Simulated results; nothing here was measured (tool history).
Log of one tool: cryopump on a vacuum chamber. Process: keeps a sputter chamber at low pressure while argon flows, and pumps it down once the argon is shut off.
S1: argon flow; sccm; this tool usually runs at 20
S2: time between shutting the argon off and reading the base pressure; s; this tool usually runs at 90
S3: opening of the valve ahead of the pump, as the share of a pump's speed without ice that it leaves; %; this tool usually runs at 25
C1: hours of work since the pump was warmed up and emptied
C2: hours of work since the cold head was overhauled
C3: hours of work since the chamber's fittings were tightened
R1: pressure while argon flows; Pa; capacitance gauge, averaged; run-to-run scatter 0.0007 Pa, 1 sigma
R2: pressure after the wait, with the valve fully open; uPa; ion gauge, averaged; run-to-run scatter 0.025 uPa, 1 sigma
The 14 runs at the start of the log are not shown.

run     day  S1   S2  S3   C1    C2    C3      R1    R2
 15  22.875  11   90  25  128   939  2551  0.0692  3.30
 16  24.200  11   90  25  147   958  2569  0.0688  3.37
 17  26.108  34   90  25  173   984  2596  0.2143  3.34
 18  28.183  34   90  25  202  1012  2624  0.2137  3.43
 19  29.796  14  220  18  224  1035  2646  0.1221  3.11
 20  30.900  18   90  46  239  1050  2662  0.0631  3.54
 21  32.604  38   59  37  262  1073  2685  0.1619  3.90
 22  34.617   9   35  25  290  1101  2713  0.0562  4.52
 23  35.742   9   50  25  306  1117  2728  0.0565  4.16
 24  37.412   9   50  25  329  1140  2751  0.0563  4.23
 25  39.038  33  287  25  351  1162  2774  0.2097  3.11
 26  40.212  33  287  25  367  1178  2790  0.2100  3.24
 27  42.258  38   53  25  395  1206  2818  0.2406  4.18
 28  43.746  39   53  25  416  1227  2839  0.2456  4.27
 29  45.362  39   53  20  438  1249  2861  0.3082  4.34
 30  46.833  39   53  20  459  1269  2881  0.3077  4.41
 31  48.492  39   53  20  481  1292  2904  0.3094  4.40
 32  50.058  19   72  28  503  1314  2925  0.1088  4.01
 33  50.975   9   90  36  516  1326  2938  0.0402  4.00
 34  52.071  18  201  25  531  1342  2953  0.1148  3.58

What if the next run were any one of these 3? Each begins from the tool's condition after run 34:
  A  53.250  20  119  25  547  1358  2969   ?   ?
  B  53.250  13  138  52  547  1358  2969   ?   ?
  C  53.250  29   27  42  547  1358  2969   ?   ?

run      R1    R2
  A  0.1277  3.80
  B  0.0418  3.84
  C  0.1129  5.62
With no hidden state in the tool, these same runs would have given:
run      R1    R2
  A  0.1234  0.82
  B  0.0390  0.77
  C  0.1067  2.64
